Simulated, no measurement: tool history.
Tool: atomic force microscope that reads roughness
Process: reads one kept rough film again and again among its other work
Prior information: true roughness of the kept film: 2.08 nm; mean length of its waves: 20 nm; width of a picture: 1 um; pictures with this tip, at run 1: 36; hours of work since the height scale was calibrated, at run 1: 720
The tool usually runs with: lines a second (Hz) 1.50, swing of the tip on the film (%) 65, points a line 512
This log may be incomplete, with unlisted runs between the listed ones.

run     day  lines a second (Hz)  swing of the tip on the film (%)  points a line  pictures with this tip  hours of work since the height scale was calibrated  roughness of the kept film (nm (root mean square))
  1   0.000                 1.50                                65            512                      36                                                  720                                               1.601
  2   1.896                 1.50                                65            512                      93                                                  740                                               1.487
  3   3.217                 1.50                                65            512                     132                                                  753                                               1.410
      5.012  -- new tip fitted
  4   5.167                 1.50                                65            512                       5                                                  773                                               1.704
  5   6.412                 1.50                                65            512                      42                                                  785                                               1.603
  6   8.075                 1.50                                65            512                      92                                                  802                                               1.489
  7   9.475                 1.50                                65            512                     134                                                  816                                               1.389
  8  10.354                 1.50                                65            319                     160                                                  825                                               1.328
     11.133  -- new tip fitted
  9  12.467                 1.50                                65            319                      40                                                  847                                               1.582
 10  14.008                 1.50                                60            512                      86                                                  862                                               1.519
 11  15.604                 1.50                                60            512                     134                                                  878                                               1.406
     17.279  -- new tip fitted
 12  17.612                 1.50                                60            512                      10                                                  899                                               1.690
 13  19.675                 1.84                                65            512                      71                                                  920                                               1.512
 14  21.779                 1.84                                65            512                     134                                                  941                                               1.377
     23.446  -- new tip fitted
 15  23.446                 1.84                                65            512                       0                                                  958                                               1.698
 16  25.025                 1.84                                65            512                      47                                                  974                                               1.581
 17  26.296                 1.84                                65            512                      85                                                  987                                               1.497
 18  28.279                 1.84                                65            512                     145                                                 1007                                               1.352
 19  29.492                 1.45                                58            512                     181                                                 1019                                               1.317
     29.683  -- new tip fitted
 20  31.392                 1.45                                58            512                      51                                                 1038                                               1.578
 21  32.350                 0.69                                88            512                      80                                                 1048                                               1.477
 22  33.554                 1.41                                88            512                     116                                                 1060                                               1.351
 23  34.967                 1.41                                88            512                     158                                                 1075                                               1.270
     35.829  -- new tip fitted
 24  36.754                 1.41                                88            512                      28                                                 1092                                               1.544
     36.917  -- height scale calibrated on a step standard
 25  38.738                 1.41                                88            512                      86                                                   18                                               1.403
 26  40.267                 1.50                                66            630                     132                                                   34                                               1.415
     41.992  -- new tip fitted
 27  41.992                 0.58                                59            478                       0                                                   51                                               1.759
 28  43.375                 0.69                                68            451                      42                                                   65                                               1.605
 29  45.171                 0.69                                68            451                      96                                                   84                                               1.482
 30  46.696                 0.62                                68            897                     141                                                   99                                               1.420
     47.871  -- height scale calibrated on a step standard, once more
     48.250  -- new tip fitted
 31  48.600                 1.50                                59            577                      10                                                    7                                               1.729
 32  50.067                 0.88                                65            747                      54                                                   22                                               1.615
 33  51.412                 0.88                                65            747                      95                                                   36                                               1.511

Pick out some run-to-run changes in roughness of the kept film (nm (root mean square)). Of each, how much would a tool without hidden state show as well, from the settings, what came in and chance, and how much is left for the hidden state and any gauge scatter not in both results compared?
The tool's hidden condition here consists of: radius of the tip, nm; height scale over the true one, %; drift of the gauge itself on roughness_nm, %.
Run 14 -> 15: new tip fitted. roughness of the kept film (nm (root mean square)) +0.321: hidden state +0.317, all else +0.004.
Run 26 -> 27: lines a second (Hz) 1.50 -> 0.58, swing of the tip on the film (%) 66 -> 59, points a line 630 -> 478, new tip fitted. roughness of the kept film (nm (root mean square)) +0.344: hidden state +0.313, all else +0.031.
Run 30 -> 31: lines a second (Hz) 0.62 -> 1.50, swing of the tip on the film (%) 68 -> 59, points a line 897 -> 577, height scale calibrated on a step standard, once more, new tip fitted. roughness of the kept film (nm (root mean square)) +0.309: hidden state +0.321, all else -0.012.

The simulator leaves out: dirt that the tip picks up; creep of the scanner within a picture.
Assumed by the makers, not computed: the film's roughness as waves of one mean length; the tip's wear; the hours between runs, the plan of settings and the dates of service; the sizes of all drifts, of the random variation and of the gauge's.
